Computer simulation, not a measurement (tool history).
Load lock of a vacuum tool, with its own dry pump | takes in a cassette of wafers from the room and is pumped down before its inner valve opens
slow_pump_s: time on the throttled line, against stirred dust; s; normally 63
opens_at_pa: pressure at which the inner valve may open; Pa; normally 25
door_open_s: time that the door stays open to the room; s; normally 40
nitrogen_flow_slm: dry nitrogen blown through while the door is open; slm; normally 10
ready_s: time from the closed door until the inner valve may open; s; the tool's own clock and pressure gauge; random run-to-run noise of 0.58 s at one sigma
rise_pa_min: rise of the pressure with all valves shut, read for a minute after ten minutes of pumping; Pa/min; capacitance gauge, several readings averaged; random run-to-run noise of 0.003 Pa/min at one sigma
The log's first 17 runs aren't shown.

run	hour	slow_pump_s	opens_at_pa	door_open_s	nitrogen_flow_slm	incoming humidity of the room's air, %	ready_s	rise_pa_min
18	1096.1	63	25	40	10	43.3	82.4	0.051
19	1160.7	63	25	40	10	47.1	83.1	0.054
20	1220.9	63	25	40	10	45.1	82.9	0.06
21	1295.2	63	25	40	10	46	82.2	0.061
22	1375.4	41	42	40	41	46.7	60.8	0.03
23	1437.9	63	25	40	12	44.4	82.2	0.056
24	1494.7	63	25	40	12	47.2	83.1	0.054
25	1549.2	63	22	87	10	43.9	83.2	0.089
26	1595.2	63	22	87	10	47.3	82.5	0.1
27	1662	63	22	183	10	46.4	83.6	0.152
28	1707.1	63	22	183	10	44.9	83.2	0.144
29	1779	46	23	40	10	41.4	68.8	0.059
30	1846.6	90	22	40	10	40.6	107.8	0.062
31	1926.9	84	40	56	39	44.6	100.4	0.042
32	2012.3	84	40	56	39	43	101.3	0.048
33	2064.1	41	38	56	39	43.4	61.8	0.048
34	2128.1	41	38	56	39	45.9	61.9	0.048
35	2173.7	63	31	54	5	41.8	82.7	0.082
36	2219.3	63	31	54	5	42.4	82.9	0.092
37	2308.2	63	31	54	5	44.9	82.8	0.094

4 ways to go on from here, each from the tool as it stands after run 37. What would each give?
A	2394	40	27	40	10	43.8	?	?
B	2394	46	31	239	5	45	?	?
C	2394	63	31	54	35	45.6	?	?
D	2394	63	40	54	5	46.9	?	?

run	ready_s	rise_pa_min
A	62	0.076
B	67.9	0.233
C	83	0.057
D	81.9	0.102
The same runs, with their run-to-run variation unchanged, on a tool lacking any hidden condition would have given:
run	ready_s	rise_pa_min
A	61.1	0.05
B	67	0.207
C	82.2	0.031
D	81.1	0.075
